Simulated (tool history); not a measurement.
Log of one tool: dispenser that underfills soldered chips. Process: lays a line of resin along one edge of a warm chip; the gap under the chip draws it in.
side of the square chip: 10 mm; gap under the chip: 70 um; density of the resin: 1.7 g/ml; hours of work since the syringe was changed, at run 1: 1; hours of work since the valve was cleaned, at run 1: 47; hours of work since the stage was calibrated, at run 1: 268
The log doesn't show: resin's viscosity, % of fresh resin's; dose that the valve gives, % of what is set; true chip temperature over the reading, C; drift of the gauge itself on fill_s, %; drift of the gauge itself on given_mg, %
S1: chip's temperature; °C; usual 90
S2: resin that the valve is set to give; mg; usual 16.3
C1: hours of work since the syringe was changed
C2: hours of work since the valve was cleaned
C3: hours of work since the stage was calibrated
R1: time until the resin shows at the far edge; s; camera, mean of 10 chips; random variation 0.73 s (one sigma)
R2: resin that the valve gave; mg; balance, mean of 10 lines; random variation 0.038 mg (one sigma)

run	day	S1	S2	C1	C2	C3	R1	R2
1	0	90	16.3	1	47	268	71	15.89
# day 0.438: new syringe of resin
2	0.55	95	16.3	2	56	277	65.5	15.84
3	0.825	95	14.2	7	61	282	101.7	13.75
# day 0.938: new syringe of resin
4	1.125	90	16.3	3	66	287	82.8	15.74
# day 1.4: new syringe of resin
5	1.4	90	16.3	0	70	292	64.3	15.74
6	1.662	90	20.4	5	75	296	87.5	19.6
# day 1.762: dispensing valve cleaned and set on the balance
# day 1.921: new syringe of resin
7	2.092	90	16.2	3	5	303	82.1	16.2
# day 2.4: new syringe of resin
8	2.492	90	16.2	2	12	309	74.1	16.17
# day 2.771: stage's temperature calibrated
9	2.862	90	16.2	7	18	2	117.5	16.08
# day 2.908: new syringe of resin
10	3.142	90	19.1	4	22	6	88.3	18.93
# day 3.388: new syringe of resin
11	3.625	90	19.1	4	30	14	91.3	18.86
# day 3.858: new syringe of resin
12	4.012	90	19.1	3	37	21	81.3	18.69
# day 4.321: new syringe of resin
13	4.4	90	16.3	1	43	27	74.8	15.95
# day 4.825: new syringe of resin
14	4.85	90	16.3	0	51	35	69.8	15.89
# day 5.296: new syringe of resin
15	5.308	102	16.3	0	59	42	46.8	15.78
16	5.567	90	16.3	5	63	47	96.9	15.82
# day 5.775: new syringe of resin
17	6.008	90	16.3	4	70	54	91	15.71
# day 6.242: new syringe of resin
18	6.254	82	21.1	0	74	58	84.1	20.24
# day 6.358: dispensing valve cleaned and set on the balance
# day 6.762: new syringe of resin
19	6.792	96	16.1	0	7	66	57.1	16.03
# day 7.242: new syringe of resin
20	7.342	96	16.1	2	17	76	62.7	15.94
# day 7.7: new syringe of resin
21	7.888	96	16.1	3	26	85	73	15.88
# day 8.179: new syringe of resin
22	8.288	96	21.2	2	32	92	61.1	20.84
# day 8.646: new syringe of resin
23	8.758	96	21.2	2	40	99	61.5	20.77
24	9.021	76	18.9	6	45	104	166.7	18.46
# day 9.108: new syringe of resin
# day 9.592: new syringe of resin
25	9.592	99	19.7	0	54	113	48.6	19.07
# day 10.054: new syringe of resin
26	10.096	97	19.7	1	63	122	54.6	19.06
# day 10.542: new syringe of resin
27	10.55	95	19.3	0	70	129	56.2	18.55
# day 10.908: dispensing valve cleaned and set on the balance
# day 11.054: new syringe of resin
28	11.104	88	17.2	1	3	138	75	17.15
29	11.425	88	17.2	6	9	143	115	17.11
# day 11.55: new syringe of resin
30	11.896	88	17.2	6	17	151	112.4	17.07
# day 12.046: new syringe of resin
31	12.429	88	17.2	7	26	160	114.4	16.97
# day 12.508: new syringe of resin
32	12.712	76	16.3	4	30	165	136	16.09
# day 12.971: new syringe of resin
33	13.242	76	16.3	5	39	174	148.7	15.92

4 ways to go on from here, each from the tool as it stands after run 33. What would each give?
# day 13.458: new syringe of resin
A	13.633	88	19.3	3	46	180	?	?
# day 13.458: new syringe of resin
B	13.633	76	15.1	3	46	180	?	?
# day 13.458: new syringe of resin
C	13.633	100	19.9	3	46	180	?	?
# day 13.458: new syringe of resin
D	13.633	90	15.4	3	46	180	?	?

run	R1	R2
A	85.6	18.84
B	131	14.73
C	59.3	19.43
D	84.5	15.09
Without the tool's hidden state the same runs would have given:
run	R1	R2
A	69.6	19.3
B	106.1	15.09
C	48.1	19.9
D	68.3	15.45
